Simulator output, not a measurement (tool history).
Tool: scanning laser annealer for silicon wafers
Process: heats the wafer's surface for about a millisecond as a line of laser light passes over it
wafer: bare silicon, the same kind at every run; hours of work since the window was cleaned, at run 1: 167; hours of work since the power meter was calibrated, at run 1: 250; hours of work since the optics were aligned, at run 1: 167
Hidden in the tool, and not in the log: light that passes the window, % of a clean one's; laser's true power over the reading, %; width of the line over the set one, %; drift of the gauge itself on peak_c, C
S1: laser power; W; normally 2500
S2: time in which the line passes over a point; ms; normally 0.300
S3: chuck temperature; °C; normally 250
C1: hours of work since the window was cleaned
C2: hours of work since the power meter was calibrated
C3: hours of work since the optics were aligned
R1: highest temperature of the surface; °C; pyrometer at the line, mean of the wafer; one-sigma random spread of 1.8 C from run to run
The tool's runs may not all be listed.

run	hour	S1	S2	S3	C1	C2	C3	R1
1	0.0	2500	0.300	250	167	250	167	1023
2	80.3	2500	0.300	250	202	286	202	1025
3	141.9	2440	0.300	250	230	313	230	987
4	211.1	2440	0.300	250	261	344	261	989
5	297.6	2440	0.300	250	299	383	299	979
6	379.3	2440	0.300	237	336	419	336	963
7	417.0	2440	0.300	257	353	436	353	977
# hour 466.8: window over the wafer cleaned
8	466.8	2500	0.300	250	0	457	374	967
9	537.4	2500	0.300	244	31	489	405	954
10	609.6	2500	0.300	250	64	521	438	957
11	690.8	2500	0.300	250	100	557	474	951
12	783.2	2500	0.300	250	141	598	515	942
13	839.0	2500	0.300	249	166	623	540	938
14	920.1	2500	0.336	250	202	659	576	972
15	994.0	2700	0.322	236	235	692	609	1014
# hour 1014.9: window over the wafer cleaned, once more
16	1049.5	2484	0.280	250	15	716	633	1005
17	1122.4	2555	0.283	282	48	749	665	1066
18	1200.3	2555	0.283	282	83	784	700	1062
19	1289.1	2574	0.243	259	122	823	740	987
20	1360.2	2574	0.243	259	154	855	771	985
21	1398.0	2574	0.243	259	171	872	788	981
22	1459.1	2322	0.239	287	198	899	816	908
23	1502.1	2426	0.237	211	217	918	835	860
24	1577.0	2670	0.279	264	251	951	868	1056
25	1625.3	2670	0.279	264	272	973	890	1053
26	1714.6	2670	0.279	264	312	1013	930	1046
27	1765.9	2581	0.273	250	335	1036	952	986
28	1849.0	2581	0.273	250	372	1073	989	980

Forecast each of these 3 alternatives for the next run:
# hour 1855.3: window over the wafer cleaned
A	1939.4	2346	0.226	250	38	1112	1029	?
# hour 1855.3: window over the wafer cleaned
B	1939.4	2566	0.246	262	38	1112	1029	?
# hour 1855.3: window over the wafer cleaned
C	1939.4	2236	0.213	235	38	1112	1029	?

run	R1
A	879
B	1001
C	808
What these runs would have given with no unlogged condition in the tool:
run	R1
A	897
B	1022
C	824

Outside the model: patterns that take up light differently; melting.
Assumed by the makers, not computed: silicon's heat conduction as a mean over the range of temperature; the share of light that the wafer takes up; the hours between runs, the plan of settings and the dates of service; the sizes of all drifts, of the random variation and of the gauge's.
